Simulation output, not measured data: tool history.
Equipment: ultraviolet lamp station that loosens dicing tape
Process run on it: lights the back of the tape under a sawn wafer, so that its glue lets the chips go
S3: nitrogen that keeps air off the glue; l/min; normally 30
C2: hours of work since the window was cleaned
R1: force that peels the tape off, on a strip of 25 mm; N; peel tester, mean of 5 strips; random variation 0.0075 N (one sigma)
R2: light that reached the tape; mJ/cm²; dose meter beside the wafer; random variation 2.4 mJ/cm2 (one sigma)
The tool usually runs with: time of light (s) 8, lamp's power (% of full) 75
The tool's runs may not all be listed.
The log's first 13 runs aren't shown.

{"run": 14, "hour": 164.3, "time of light (s)": 6, "lamp's power (% of full)": 75, "S3": 30, "hours of work of the lamp": 439, "C2": 308, "R1": 0.621, "R2": 160}
{"run": 15, "hour": 177.8, "time of light (s)": 6, "lamp's power (% of full)": 75, "S3": 30, "hours of work of the lamp": 447, "C2": 316, "R1": 0.615, "R2": 157}
{"run": 16, "hour": 185.0, "time of light (s)": 8, "lamp's power (% of full)": 75, "S3": 30, "hours of work of the lamp": 452, "C2": 321, "R1": 0.404, "R2": 212}
{"run": 17, "hour": 192.7, "time of light (s)": 8, "lamp's power (% of full)": 75, "S3": 30, "hours of work of the lamp": 457, "C2": 326, "R1": 0.376, "R2": 208}
{"run": 18, "hour": 206.4, "time of light (s)": 8, "lamp's power (% of full)": 75, "S3": 30, "hours of work of the lamp": 465, "C2": 334, "R1": 0.405, "R2": 209}
{"run": 19, "hour": 218.0, "time of light (s)": 8, "lamp's power (% of full)": 75, "S3": 30, "hours of work of the lamp": 472, "C2": 341, "R1": 0.408, "R2": 212}
{"run": 20, "hour": 226.9, "time of light (s)": 8, "lamp's power (% of full)": 75, "S3": 30, "hours of work of the lamp": 478, "C2": 347, "R1": 0.427, "R2": 208}
{"run": 21, "hour": 234.6, "time of light (s)": 10, "lamp's power (% of full)": 75, "S3": 30, "hours of work of the lamp": 482, "C2": 351, "R1": 0.302, "R2": 258}
{"run": 22, "hour": 246.8, "time of light (s)": 10, "lamp's power (% of full)": 75, "S3": 30, "hours of work of the lamp": 490, "C2": 359, "R1": 0.305, "R2": 260}
{"run": 23, "hour": 260.7, "time of light (s)": 6, "lamp's power (% of full)": 75, "S3": 20, "hours of work of the lamp": 498, "C2": 367, "R1": 0.87, "R2": 158}

Run 24 has not been measured yet. What should we expect?
{"run": 24, "hour": 269.1, "time of light (s)": 6, "lamp's power (% of full)": 75, "S3": 26, "hours of work of the lamp": 504, "C2": 373, "R1": "?", "R2": "?"}

R1: 0.764 N
R2: 153 mJ/cm²
Minus the tool's unlogged condition, the same run would have read R1 0.475 N, R2 208 mJ/cm².

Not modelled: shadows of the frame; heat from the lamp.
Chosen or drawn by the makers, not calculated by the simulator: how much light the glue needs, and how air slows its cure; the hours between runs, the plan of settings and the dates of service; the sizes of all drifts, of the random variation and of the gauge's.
